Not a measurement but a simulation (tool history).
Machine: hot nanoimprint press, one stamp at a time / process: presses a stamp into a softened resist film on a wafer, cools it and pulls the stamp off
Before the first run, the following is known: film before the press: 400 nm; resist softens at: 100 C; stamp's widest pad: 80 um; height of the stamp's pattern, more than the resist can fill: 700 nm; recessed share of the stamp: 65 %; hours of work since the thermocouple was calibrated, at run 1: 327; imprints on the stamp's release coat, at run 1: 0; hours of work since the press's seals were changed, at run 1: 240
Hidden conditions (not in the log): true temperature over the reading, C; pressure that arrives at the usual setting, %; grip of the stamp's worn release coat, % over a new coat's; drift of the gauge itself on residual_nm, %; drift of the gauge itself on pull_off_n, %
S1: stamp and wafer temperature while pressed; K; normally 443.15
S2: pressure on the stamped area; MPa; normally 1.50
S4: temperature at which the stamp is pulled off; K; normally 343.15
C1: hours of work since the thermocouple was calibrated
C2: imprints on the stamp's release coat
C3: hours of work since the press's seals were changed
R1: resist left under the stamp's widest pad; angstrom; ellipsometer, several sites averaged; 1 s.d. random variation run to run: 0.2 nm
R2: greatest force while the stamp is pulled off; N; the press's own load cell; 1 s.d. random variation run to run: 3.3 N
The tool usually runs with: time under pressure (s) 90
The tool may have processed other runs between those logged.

{"run": 1, "hour": 0.0, "S1": 443.15, "S2": 1.5, "time under pressure (s)": 90, "S4": 343.15, "C1": 327, "C2": 0, "C3": 240, "R1": 1739, "R2": 159}
{"run": 2, "hour": 7.2, "S1": 443.15, "S2": 2.09, "time under pressure (s)": 90, "S4": 343.15, "C1": 333, "C2": 39, "C3": 246, "R1": 1470, "R2": 162}
{"run": 3, "hour": 16.6, "S1": 443.15, "S2": 2.09, "time under pressure (s)": 90, "S4": 343.15, "C1": 339, "C2": 89, "C3": 252, "R1": 1470, "R2": 163}
{"run": 4, "hour": 23.6, "S1": 443.15, "S2": 2.09, "time under pressure (s)": 90, "S4": 343.15, "C1": 345, "C2": 127, "C3": 258, "R1": 1470, "R2": 166}
{"run": 5, "hour": 30.3, "S1": 443.15, "S2": 2.09, "time under pressure (s)": 90, "S4": 346.15, "C1": 350, "C2": 163, "C3": 262, "R1": 1467, "R2": 161}
{"run": 6, "hour": 37.8, "S1": 432.15, "S2": 1.5, "time under pressure (s)": 90, "S4": 343.15, "C1": 355, "C2": 204, "C3": 268, "R1": 2606, "R2": 181}
{"run": 7, "hour": 45.0, "S1": 432.15, "S2": 1.5, "time under pressure (s)": 90, "S4": 343.15, "C1": 360, "C2": 243, "C3": 273, "R1": 2607, "R2": 173}
{"run": 8, "hour": 54.4, "S1": 432.15, "S2": 1.5, "time under pressure (s)": 90, "S4": 343.15, "C1": 367, "C2": 293, "C3": 280, "R1": 2607, "R2": 169}
{"run": 9, "hour": 60.1, "S1": 432.15, "S2": 1.5, "time under pressure (s)": 90, "S4": 343.15, "C1": 371, "C2": 324, "C3": 284, "R1": 2607, "R2": 182}
{"run": 10, "hour": 67.1, "S1": 443.15, "S2": 1.5, "time under pressure (s)": 90, "S4": 343.15, "C1": 376, "C2": 362, "C3": 289, "R1": 1735, "R2": 178}
{"run": 11, "hour": 75.1, "S1": 443.15, "S2": 1.5, "time under pressure (s)": 70, "S4": 343.15, "C1": 382, "C2": 405, "C3": 295, "R1": 1895, "R2": 186}
{"run": 12, "hour": 84.2, "S1": 443.15, "S2": 1.5, "time under pressure (s)": 70, "S4": 343.15, "C1": 389, "C2": 454, "C3": 302, "R1": 1895, "R2": 193}
{"run": 13, "hour": 92.3, "S1": 443.15, "S2": 1.5, "time under pressure (s)": 70, "S4": 343.15, "C1": 395, "C2": 498, "C3": 308, "R1": 1894, "R2": 188}
{"run": 14, "hour": 97.7, "S1": 443.15, "S2": 1.5, "time under pressure (s)": 70, "S4": 343.15, "C1": 399, "C2": 527, "C3": 312, "R1": 1895, "R2": 189}
{"hour": 101.1, "done": "plate thermocouple calibrated"}
{"run": 15, "hour": 107.3, "S1": 443.15, "S2": 1.16, "time under pressure (s)": 162, "S4": 343.15, "C1": 5, "C2": 563, "C3": 317, "R1": 1548, "R2": 188}
{"run": 16, "hour": 111.9, "S1": 449.15, "S2": 1.2, "time under pressure (s)": 92, "S4": 345.15, "C1": 8, "C2": 588, "C3": 320, "R1": 1495, "R2": 187}
{"run": 17, "hour": 119.3, "S1": 443.15, "S2": 1.29, "time under pressure (s)": 90, "S4": 343.15, "C1": 13, "C2": 628, "C3": 325, "R1": 1821, "R2": 195}
{"run": 18, "hour": 123.7, "S1": 438.15, "S2": 1.29, "time under pressure (s)": 91, "S4": 343.15, "C1": 17, "C2": 652, "C3": 329, "R1": 2186, "R2": 195}
{"run": 19, "hour": 130.9, "S1": 438.15, "S2": 1.95, "time under pressure (s)": 91, "S4": 332.15, "C1": 22, "C2": 691, "C3": 334, "R1": 1808, "R2": 209}
{"run": 20, "hour": 139.2, "S1": 443.15, "S2": 1.5, "time under pressure (s)": 142, "S4": 337.15, "C1": 28, "C2": 735, "C3": 340, "R1": 1424, "R2": 209}
{"run": 21, "hour": 145.0, "S1": 431.15, "S2": 1.53, "time under pressure (s)": 46, "S4": 330.15, "C1": 32, "C2": 766, "C3": 344, "R1": 3059, "R2": 222}
{"run": 22, "hour": 151.8, "S1": 443.15, "S2": 1.5, "time under pressure (s)": 90, "S4": 333.15, "C1": 37, "C2": 803, "C3": 349, "R1": 1689, "R2": 216}
{"hour": 158.2, "done": "plate thermocouple calibrated, once more"}
{"run": 23, "hour": 162.7, "S1": 443.15, "S2": 1.5, "time under pressure (s)": 90, "S4": 333.15, "C1": 3, "C2": 846, "C3": 355, "R1": 1780, "R2": 218}
{"run": 24, "hour": 170.3, "S1": 443.15, "S2": 1.5, "time under pressure (s)": 90, "S4": 333.15, "C1": 9, "C2": 887, "C3": 361, "R1": 1785, "R2": 224}

What if the next run were any one of these 5? Each begins from the tool's condition after run 24:
{"run": "A", "hour": 179.8, "S1": 443.15, "S2": 1.35, "time under pressure (s)": 90, "S4": 343.15, "C1": 16, "C2": 938, "C3": 368, "R1": "?", "R2": "?"}
{"run": "B", "hour": 179.8, "S1": 450.15, "S2": 1.5, "time under pressure (s)": 90, "S4": 343.15, "C1": 16, "C2": 938, "C3": 368, "R1": "?", "R2": "?"}
{"run": "C", "hour": 179.8, "S1": 453.15, "S2": 1.08, "time under pressure (s)": 90, "S4": 343.15, "C1": 16, "C2": 938, "C3": 368, "R1": "?", "R2": "?"}
{"run": "D", "hour": 179.8, "S1": 443.15, "S2": 1.5, "time under pressure (s)": 139, "S4": 346.15, "C1": 16, "C2": 938, "C3": 368, "R1": "?", "R2": "?"}
{"run": "E", "hour": 179.8, "S1": 443.15, "S2": 1.5, "time under pressure (s)": 90, "S4": 331.15, "C1": 16, "C2": 938, "C3": 368, "R1": "?", "R2": "?"}

run=A R1=1880 R2=221
run=B R1=1357 R2=215
run=C R1=1440 R2=216
run=D R1=1518 R2=218
run=E R1=1779 R2=230
Without the tool's hidden state the same runs would have given:
run=A R1=1871 R2=163
run=B R1=1348 R2=159
run=C R1=1434 R2=159
run=D R1=1509 R2=161
run=E R1=1769 R2=170
